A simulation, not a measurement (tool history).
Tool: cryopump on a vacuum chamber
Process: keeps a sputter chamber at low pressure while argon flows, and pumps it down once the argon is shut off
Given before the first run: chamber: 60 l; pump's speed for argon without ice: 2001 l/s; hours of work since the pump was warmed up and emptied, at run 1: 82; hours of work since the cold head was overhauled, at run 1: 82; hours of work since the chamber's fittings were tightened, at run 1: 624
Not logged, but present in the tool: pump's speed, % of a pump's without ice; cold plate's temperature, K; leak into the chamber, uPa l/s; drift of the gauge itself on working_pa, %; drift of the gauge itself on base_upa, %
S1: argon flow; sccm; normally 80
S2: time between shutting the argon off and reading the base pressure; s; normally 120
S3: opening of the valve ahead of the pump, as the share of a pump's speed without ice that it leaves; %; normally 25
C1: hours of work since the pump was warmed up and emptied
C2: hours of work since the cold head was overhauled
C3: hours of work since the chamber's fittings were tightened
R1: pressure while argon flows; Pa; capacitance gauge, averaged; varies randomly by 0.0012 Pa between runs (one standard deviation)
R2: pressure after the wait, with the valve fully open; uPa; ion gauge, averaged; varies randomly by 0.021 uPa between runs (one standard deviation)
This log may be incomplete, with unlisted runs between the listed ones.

run	hour	S1	S2	S3	C1	C2	C3	R1	R2
1	0.0	80	120	25	82	82	624	0.2715	0.79
2	12.3	80	120	26	87	87	629	0.2627	0.78
3	24.6	80	120	16	93	93	635	0.4242	0.78
4	38.7	73	120	25	99	99	641	0.2491	0.80
5	61.2	73	120	25	109	109	651	0.2476	0.77
6	76.2	73	120	25	116	116	657	0.2508	0.80
7	96.7	73	53	25	125	125	667	0.2513	1.28
8	109.5	73	53	25	130	130	672	0.2498	1.26
9	127.7	80	120	41	138	138	680	0.1692	0.82
10	151.8	80	120	41	149	149	691	0.1683	0.82
11	168.1	80	120	41	156	156	698	0.1709	0.84
12	186.9	80	120	41	164	164	706	0.1701	0.81
13	202.8	80	120	41	172	172	713	0.1695	0.79
14	226.2	80	120	41	182	182	724	0.1696	0.88
15	237.2	80	120	32	187	187	728	0.2169	0.86
16	259.3	80	120	32	196	196	738	0.2174	0.85
17	283.3	80	120	32	207	207	749	0.2165	0.85
18	295.5	148	63	28	212	212	754	0.4567	1.17
19	309.0	80	202	25	218	218	760	0.2742	0.74
20	332.4	80	202	25	229	229	770	0.2744	0.72
21	348.1	35	38	26	236	236	777	0.1184	1.60
22	364.3	38	26	23	243	243	785	0.1436	2.20
23	383.5	51	26	23	251	251	793	0.1922	2.19
24	396.4	80	120	19	257	257	799	0.3624	0.93
25	417.9	80	120	19	266	266	808	0.3657	0.86
26	432.3	90	120	51	273	273	815	0.1568	0.88
27	446.2	55	48	21	279	279	821	0.2271	1.46
28	466.5	76	23	60	288	288	830	0.1154	2.41
29	478.6	76	23	60	293	293	835	0.1143	2.44
30	501.6	54	84	30	303	303	845	0.1567	1.06
31	512.0	110	84	30	308	308	850	0.3242	1.09
32	536.6	110	84	30	319	319	860	0.3235	1.05
33	548.2	67	259	17	324	324	866	0.3409	0.76
34	566.5	37	23	18	332	332	874	0.1797	2.42

5 options for the next run, each taken on its own from the tool as it stands now. Forecast them:
A	585.2	101	135	21	340	340	882	?	?
B	585.2	119	23	18	340	340	882	?	?
C	585.2	91	102	27	340	340	882	?	?
D	585.2	95	22	23	340	340	882	?	?
E	585.2	68	157	27	340	340	882	?	?

run	R1	R2
A	0.4225	0.91
B	0.5757	2.41
C	0.2970	1.01
D	0.3599	2.61
E	0.2217	0.86
Without the tool's hidden state the same runs would have given:
run	R1	R2
A	0.4094	0.49
B	0.5603	2.01
C	0.2853	0.59
D	0.3477	2.18
E	0.2130	0.43
